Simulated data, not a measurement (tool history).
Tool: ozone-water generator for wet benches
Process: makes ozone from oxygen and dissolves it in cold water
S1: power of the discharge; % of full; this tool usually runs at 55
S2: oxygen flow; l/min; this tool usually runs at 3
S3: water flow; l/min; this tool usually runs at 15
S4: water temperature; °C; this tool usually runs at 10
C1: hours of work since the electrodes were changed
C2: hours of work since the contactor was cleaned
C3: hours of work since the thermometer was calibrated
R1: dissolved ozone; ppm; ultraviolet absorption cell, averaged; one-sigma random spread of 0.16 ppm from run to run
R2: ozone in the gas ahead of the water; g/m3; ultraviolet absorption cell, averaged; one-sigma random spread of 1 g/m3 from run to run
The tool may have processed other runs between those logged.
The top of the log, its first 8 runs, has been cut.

run 9 hour=485.4 | S1=55 S2=3 S3=15 S4=9 | C1=2907 C2=1324 C3=4435 | R1=18.5 R2=163.9
run 10 hour=553.8 | S1=55 S2=3.88 S3=15 S4=10 | C1=2960 C2=1376 C3=4487 | R1=18.3 R2=138
run 11 hour=619.1 | S1=86 S2=3 S3=15 S4=10 | C1=3009 C2=1426 C3=4537 | R1=23.5 R2=211.3
run 12 hour=687.3 | S1=55 S2=3 S3=15 S4=10 | C1=3062 C2=1478 C3=4589 | R1=18.3 R2=165
run 13 hour=767.8 | S1=55 S2=3 S3=15 S4=10 | C1=3123 C2=1539 C3=4650 | R1=18 R2=163.6
run 14 hour=830 | S1=55 S2=3 S3=15 S4=10 | C1=3171 C2=1587 C3=4698 | R1=17.9 R2=162.6
run 15 hour=901.6 | S1=55 S2=3 S3=15 S4=10 | C1=3225 C2=1642 C3=4753 | R1=18.5 R2=162.5
-- hour=924 water thermometer calibrated
run 16 hour=944.9 | S1=55 S2=3 S3=16 S4=10 | C1=3258 C2=1674 C3=16 | R1=17.1 R2=162
run 17 hour=991.5 | S1=52 S2=5.19 S3=10 S4=10 | C1=3294 C2=1710 C3=52 | R1=22.4 R2=109.1
run 18 hour=1062.3 | S1=52 S2=5.19 S3=10 S4=10 | C1=3348 C2=1764 C3=106 | R1=22.1 R2=109.4
run 19 hour=1148.3 | S1=97 S2=1.61 S3=15 S4=10 | C1=3413 C2=1830 C3=171 | R1=24 R2=335.7
run 20 hour=1231.3 | S1=45 S2=3 S3=15 S4=10 | C1=3477 C2=1893 C3=235 | R1=16.3 R2=143.4
run 21 hour=1288.1 | S1=55 S2=3 S3=15 S4=5 | C1=3520 C2=1937 C3=278 | R1=19.2 R2=162.9
run 22 hour=1344.2 | S1=55 S2=3 S3=15 S4=10 | C1=3563 C2=1979 C3=321 | R1=18 R2=160.9
run 23 hour=1429.9 | S1=67 S2=3 S3=15 S4=10 | C1=3629 C2=2045 C3=387 | R1=20.1 R2=181.2
run 24 hour=1500.5 | S1=67 S2=3 S3=15 S4=10 | C1=3683 C2=2099 C3=441 | R1=20 R2=179.7
run 25 hour=1590.3 | S1=45 S2=1.85 S3=12 S4=6 | C1=3751 C2=2167 C3=509 | R1=19.8 R2=199
run 26 hour=1651.9 | S1=55 S2=2.35 S3=15 S4=11 | C1=3798 C2=2215 C3=556 | R1=17.7 R2=189.9
run 27 hour=1700.8 | S1=55 S2=3.41 S3=15 S4=10 | C1=3836 C2=2252 C3=594 | R1=17.6 R2=146.8
run 28 hour=1745.3 | S1=50 S2=1.64 S3=15 S4=10 | C1=3870 C2=2286 C3=628 | R1=16.4 R2=227.1
run 29 hour=1807.5 | S1=55 S2=2.76 S3=13 S4=10 | C1=3917 C2=2333 C3=675 | R1=20.1 R2=170.9
run 30 hour=1877 | S1=66 S2=2.22 S3=13 S4=10 | C1=3970 C2=2387 C3=728 | R1=22.4 R2=217.4
run 31 hour=1922.9 | S1=68 S2=2.22 S3=13 S4=10 | C1=4005 C2=2422 C3=763 | R1=22.7 R2=222.6
run 32 hour=1975.6 | S1=42 S2=3.05 S3=13 S4=8 | C1=4046 C2=2462 C3=804 | R1=17.5 R2=136.8

Each row is a separate what-if for the run after 32, all from the same tool condition, not one after another. Results?
run A hour=2028.6 | S1=55 S2=2.82 S3=15 S4=10 | C1=4086 C2=2502 C3=844 | R1=? R2=?
run B hour=2028.6 | S1=42 S2=3.05 S3=13 S4=10 | C1=4086 C2=2502 C3=844 | R1=? R2=?
run C hour=2028.6 | S1=55 S2=2.3 S3=13 S4=17 | C1=4086 C2=2502 C3=844 | R1=? R2=?
run D hour=2028.6 | S1=42 S2=3.05 S3=23 S4=8 | C1=4086 C2=2502 C3=844 | R1=? R2=?

run=A R1=17.6 R2=166.6
run=B R1=17.2 R2=136.5
run=C R1=18.6 R2=191.6
run=D R1=10.2 R2=134.6
Take away the tool's hidden state, keep each run's random variation, and the runs would have read:
run=A R1=19.7 R2=181.7
run=B R1=18.9 R2=146.5
run=C R1=20.8 R2=209
run=D R1=11.4 R2=144.5

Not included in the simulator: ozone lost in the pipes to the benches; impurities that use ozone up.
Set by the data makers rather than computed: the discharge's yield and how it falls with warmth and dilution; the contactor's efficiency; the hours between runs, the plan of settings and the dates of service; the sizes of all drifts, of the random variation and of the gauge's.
